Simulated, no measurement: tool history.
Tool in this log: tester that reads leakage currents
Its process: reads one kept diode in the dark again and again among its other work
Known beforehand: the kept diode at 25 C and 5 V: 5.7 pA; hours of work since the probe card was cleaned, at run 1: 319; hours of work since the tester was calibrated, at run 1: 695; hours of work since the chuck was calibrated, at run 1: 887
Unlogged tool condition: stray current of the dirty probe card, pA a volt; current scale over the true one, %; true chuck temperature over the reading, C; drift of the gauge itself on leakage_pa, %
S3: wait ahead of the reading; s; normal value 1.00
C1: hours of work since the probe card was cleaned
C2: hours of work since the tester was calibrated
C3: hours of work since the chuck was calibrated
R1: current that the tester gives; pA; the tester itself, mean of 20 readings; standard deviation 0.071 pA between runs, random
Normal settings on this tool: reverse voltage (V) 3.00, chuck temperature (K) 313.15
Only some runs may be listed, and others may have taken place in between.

{"run": 1, "hour": 0.0, "reverse voltage (V)": 3.0, "chuck temperature (K)": 313.15, "S3": 1.0, "C1": 319, "C2": 695, "C3": 887, "R1": 18.05}
{"run": 2, "hour": 171.0, "reverse voltage (V)": 3.0, "chuck temperature (K)": 313.15, "S3": 1.0, "C1": 405, "C2": 781, "C3": 973, "R1": 18.3}
{"run": 3, "hour": 340.1, "reverse voltage (V)": 3.0, "chuck temperature (K)": 313.15, "S3": 1.0, "C1": 490, "C2": 866, "C3": 1058, "R1": 18.64}
{"run": 4, "hour": 535.7, "reverse voltage (V)": 5.06, "chuck temperature (K)": 313.15, "S3": 1.0, "C1": 589, "C2": 964, "C3": 1156, "R1": 25.77}
{"run": 5, "hour": 820.4, "reverse voltage (V)": 5.06, "chuck temperature (K)": 313.15, "S3": 1.0, "C1": 732, "C2": 1107, "C3": 1300, "R1": 26.63}
{"run": 6, "hour": 1103.2, "reverse voltage (V)": 5.06, "chuck temperature (K)": 313.15, "S3": 1.0, "C1": 874, "C2": 1250, "C3": 1442, "R1": 27.42}
{"run": 7, "hour": 1353.0, "reverse voltage (V)": 5.06, "chuck temperature (K)": 313.15, "S3": 1.0, "C1": 1000, "C2": 1375, "C3": 1568, "R1": 27.94}
{"hour": 1628.1, "done": "chuck's temperature calibrated"}
{"run": 8, "hour": 1651.1, "reverse voltage (V)": 3.0, "chuck temperature (K)": 313.15, "S3": 1.0, "C1": 1149, "C2": 1524, "C3": 12, "R1": 19.84}
{"run": 9, "hour": 1871.8, "reverse voltage (V)": 3.0, "chuck temperature (K)": 313.15, "S3": 1.0, "C1": 1260, "C2": 1635, "C3": 123, "R1": 20.21}
{"run": 10, "hour": 2006.5, "reverse voltage (V)": 3.0, "chuck temperature (K)": 313.15, "S3": 1.0, "C1": 1328, "C2": 1703, "C3": 190, "R1": 20.61}
{"run": 11, "hour": 2292.2, "reverse voltage (V)": 3.0, "chuck temperature (K)": 313.15, "S3": 1.0, "C1": 1471, "C2": 1847, "C3": 334, "R1": 20.99}
{"run": 12, "hour": 2527.2, "reverse voltage (V)": 3.0, "chuck temperature (K)": 313.15, "S3": 1.0, "C1": 1590, "C2": 1965, "C3": 452, "R1": 21.31}
{"run": 13, "hour": 2744.3, "reverse voltage (V)": 3.0, "chuck temperature (K)": 313.15, "S3": 1.0, "C1": 1699, "C2": 2074, "C3": 561, "R1": 21.62}
{"run": 14, "hour": 2941.9, "reverse voltage (V)": 3.0, "chuck temperature (K)": 313.15, "S3": 1.0, "C1": 1798, "C2": 2173, "C3": 661, "R1": 21.88}
{"run": 15, "hour": 3078.4, "reverse voltage (V)": 3.0, "chuck temperature (K)": 313.15, "S3": 0.81, "C1": 1867, "C2": 2242, "C3": 730, "R1": 22.12}
{"run": 16, "hour": 3365.3, "reverse voltage (V)": 3.0, "chuck temperature (K)": 313.15, "S3": 1.0, "C1": 2011, "C2": 2386, "C3": 874, "R1": 22.36}
{"run": 17, "hour": 3642.9, "reverse voltage (V)": 3.0, "chuck temperature (K)": 313.15, "S3": 1.0, "C1": 2151, "C2": 2526, "C3": 1014, "R1": 22.9}
{"run": 18, "hour": 3781.2, "reverse voltage (V)": 3.0, "chuck temperature (K)": 329.15, "S3": 1.0, "C1": 2220, "C2": 2596, "C3": 1083, "R1": 61.13}
{"run": 19, "hour": 3949.7, "reverse voltage (V)": 3.0, "chuck temperature (K)": 329.15, "S3": 1.0, "C1": 2305, "C2": 2680, "C3": 1168, "R1": 61.33}
{"run": 20, "hour": 4093.3, "reverse voltage (V)": 3.0, "chuck temperature (K)": 329.15, "S3": 1.0, "C1": 2377, "C2": 2753, "C3": 1240, "R1": 61.64}
{"run": 21, "hour": 4350.0, "reverse voltage (V)": 3.0, "chuck temperature (K)": 329.15, "S3": 3.07, "C1": 2506, "C2": 2882, "C3": 1369, "R1": 61.46}
{"run": 22, "hour": 4518.5, "reverse voltage (V)": 2.54, "chuck temperature (K)": 297.15, "S3": 3.07, "C1": 2591, "C2": 2967, "C3": 1454, "R1": 10.04}
{"run": 23, "hour": 4801.7, "reverse voltage (V)": 2.54, "chuck temperature (K)": 297.15, "S3": 3.07, "C1": 2734, "C2": 3109, "C3": 1596, "R1": 10.38}
{"hour": 5013.1, "done": "chuck's temperature calibrated"}
{"run": 24, "hour": 5078.8, "reverse voltage (V)": 2.54, "chuck temperature (K)": 297.15, "S3": 3.07, "C1": 2872, "C2": 3247, "C3": 33, "R1": 10.47}
{"hour": 5200.8, "done": "probe card cleaned and baked"}
{"run": 25, "hour": 5306.7, "reverse voltage (V)": 1.79, "chuck temperature (K)": 297.15, "S3": 3.07, "C1": 53, "C2": 3361, "C3": 146, "R1": 3.36}
{"run": 26, "hour": 5512.0, "reverse voltage (V)": 1.79, "chuck temperature (K)": 297.15, "S3": 3.07, "C1": 157, "C2": 3464, "C3": 249, "R1": 3.64}
{"run": 27, "hour": 5772.3, "reverse voltage (V)": 6.46, "chuck temperature (K)": 301.15, "S3": 3.07, "C1": 287, "C2": 3595, "C3": 380, "R1": 11.08}
{"run": 28, "hour": 6040.1, "reverse voltage (V)": 5.42, "chuck temperature (K)": 313.15, "S3": 3.22, "C1": 422, "C2": 3729, "C3": 515, "R1": 24.23}
{"run": 29, "hour": 6279.5, "reverse voltage (V)": 2.06, "chuck temperature (K)": 321.15, "S3": 3.63, "C1": 543, "C2": 3850, "C3": 636, "R1": 25.53}
{"run": 30, "hour": 6453.6, "reverse voltage (V)": 2.06, "chuck temperature (K)": 321.15, "S3": 3.63, "C1": 630, "C2": 3937, "C3": 723, "R1": 25.79}
{"run": 31, "hour": 6631.8, "reverse voltage (V)": 8.39, "chuck temperature (K)": 299.15, "S3": 4.4, "C1": 720, "C2": 4027, "C3": 813, "R1": 14.6}
{"run": 32, "hour": 6853.9, "reverse voltage (V)": 2.76, "chuck temperature (K)": 328.15, "S3": 4.4, "C1": 832, "C2": 4139, "C3": 924, "R1": 50.34}
{"run": 33, "hour": 7100.1, "reverse voltage (V)": 2.76, "chuck temperature (K)": 328.15, "S3": 0.51, "C1": 955, "C2": 4263, "C3": 1048, "R1": 52.45}
{"run": 34, "hour": 7392.7, "reverse voltage (V)": 14.92, "chuck temperature (K)": 310.15, "S3": 0.51, "C1": 1103, "C2": 4410, "C3": 1195, "R1": 54.02}
{"run": 35, "hour": 7525.6, "reverse voltage (V)": 1.76, "chuck temperature (K)": 294.15, "S3": 3.12, "C1": 1169, "C2": 4477, "C3": 1262, "R1": 4.45}
{"run": 36, "hour": 7717.0, "reverse voltage (V)": 1.16, "chuck temperature (K)": 311.15, "S3": 0.46, "C1": 1266, "C2": 4573, "C3": 1359, "R1": 10.62}
{"run": 37, "hour": 7904.7, "reverse voltage (V)": 7.31, "chuck temperature (K)": 295.15, "S3": 2.73, "C1": 1360, "C2": 4667, "C3": 1453, "R1": 15.43}
{"run": 38, "hour": 8084.0, "reverse voltage (V)": 7.31, "chuck temperature (K)": 316.15, "S3": 2.35, "C1": 1450, "C2": 4758, "C3": 1543, "R1": 43.02}
{"run": 39, "hour": 8254.4, "reverse voltage (V)": 7.31, "chuck temperature (K)": 311.15, "S3": 1.19, "C1": 1536, "C2": 4843, "C3": 1629, "R1": 34.19}

Entry by entry between the runs, the difference in hidden state between the last listed run before and the first listed run after:
Logged between run 7 and run 8: chuck's temperature calibrated (hour 1628.1)
  stray current of the dirty probe card, pA a volt: 0.943 -> 1.076; current scale over the true one, %: -0.22 -> -0.25; true chuck temperature over the reading, C: 0.54 -> 0.05
  measured result minus the result with no hidden state, R1: +5.53 -> +3.18 pA
Logged between run 23 and run 24: chuck's temperature calibrated (hour 5013.1)
  stray current of the dirty probe card, pA a volt: 2.46 -> 2.58; current scale over the true one, %: -0.52 -> -0.54; true chuck temperature over the reading, C: 0.52 -> 0.05
  measured result minus the result with no hidden state, R1: +6.33 -> +6.46 pA
Logged between run 24 and run 25: probe card cleaned and baked (hour 5200.8)
  stray current of the dirty probe card, pA a volt: 2.58 -> 0.074; current scale over the true one, %: -0.54 -> -0.56; true chuck temperature over the reading, C: 0.05 -> 0.08
  measured result minus the result with no hidden state, R1: +6.46 -> +0.10 pA
